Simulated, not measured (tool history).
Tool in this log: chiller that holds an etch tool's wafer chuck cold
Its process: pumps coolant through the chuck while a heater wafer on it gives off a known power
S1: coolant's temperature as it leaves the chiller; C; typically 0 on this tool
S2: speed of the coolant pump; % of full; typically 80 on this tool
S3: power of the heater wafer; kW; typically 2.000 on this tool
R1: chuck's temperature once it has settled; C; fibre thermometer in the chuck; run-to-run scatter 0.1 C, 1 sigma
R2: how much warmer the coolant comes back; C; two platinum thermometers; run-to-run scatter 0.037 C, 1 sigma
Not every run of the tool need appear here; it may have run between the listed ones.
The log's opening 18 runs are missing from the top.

Run 19, hour 625.6: usual settings but S1 9 C, S2 61 % of full, S3 2.709 kW. Result: R1 40.2 C, R2 12.68 C.
Run 20, hour 655.1: usual settings but S2 62 % of full, S3 1.388 kW. Result: R1 15.9 C, R2 6.30 C.
Run 21, hour 700.0: usual settings but S1 6 C, S2 63 % of full, S3 1.085 kW. Result: R1 18.3 C, R2 4.87 C.
Run 22, hour 738.0: usual settings but S1 -3 C, S2 61 % of full, S3 2.425 kW. Result: R1 25.0 C, R2 11.26 C.
Run 23, hour 768.5: usual settings but S1 -3 C, S2 70 % of full, S3 2.474 kW. Result: R1 22.8 C, R2 9.95 C.
Run 24, hour 802.7: usual settings but S1 -3 C, S2 79 % of full, S3 2.337 kW. Result: R1 19.5 C, R2 8.30 C.
Run 25, hour 845.4: usual settings but S1 -3 C, S2 79 % of full, S3 2.337 kW. Result: R1 19.5 C, R2 8.26 C.
Run 26, hour 871.1: usual settings but S1 -3 C, S2 79 % of full, S3 2.337 kW. Result: R1 19.5 C, R2 8.30 C.
Run 27, hour 910.2: usual settings but S1 -3 C, S2 79 % of full, S3 2.337 kW. Result: R1 19.7 C, R2 8.21 C.
Run 28, hour 955.4: usual settings but S1 4 C, S2 98 % of full, S3 2.375 kW. Result: R1 23.8 C, R2 6.72 C.
Run 29, hour 1001.8: usual settings but S1 5 C, S2 97 % of full. Result: R1 21.7 C, R2 5.73 C.
Run 30, hour 1029.2: usual settings but S1 5 C, S2 97 % of full, S3 1.593 kW. Result: R1 18.2 C, R2 4.55 C.
Run 31, hour 1067.7: usual settings but S1 5 C, S2 97 % of full, S3 1.593 kW. Result: R1 18.4 C, R2 4.51 C.
Run 32, hour 1102.4: usual settings but S1 5 C, S2 97 % of full, S3 1.593 kW. Result: R1 18.3 C, R2 4.50 C.

3 ways to go on from here, each from the tool as it stands after run 32. What would each give?
Run A, hour 1131.8: usual settings but S1 -4 C, S2 88 % of full, S3 1.122 kW. Result: R1 ?, R2 ?.
Run B, hour 1131.8: usual settings but S1 5 C, S2 100 % of full, S3 1.785 kW. Result: R1 ?, R2 ?.
Run C, hour 1131.8: usual settings but S1 5 C, S2 97 % of full, S3 1.065 kW. Result: R1 ?, R2 ?.

run    R1    R2
  A   6.2  3.52
  B  19.6  4.92
  C  13.8  2.99
With the hidden condition removed and each run's random variation left untouched, the same runs would have given:
run    R1    R2
  A   6.2  3.51
  B  19.6  4.92
  C  13.7  2.99

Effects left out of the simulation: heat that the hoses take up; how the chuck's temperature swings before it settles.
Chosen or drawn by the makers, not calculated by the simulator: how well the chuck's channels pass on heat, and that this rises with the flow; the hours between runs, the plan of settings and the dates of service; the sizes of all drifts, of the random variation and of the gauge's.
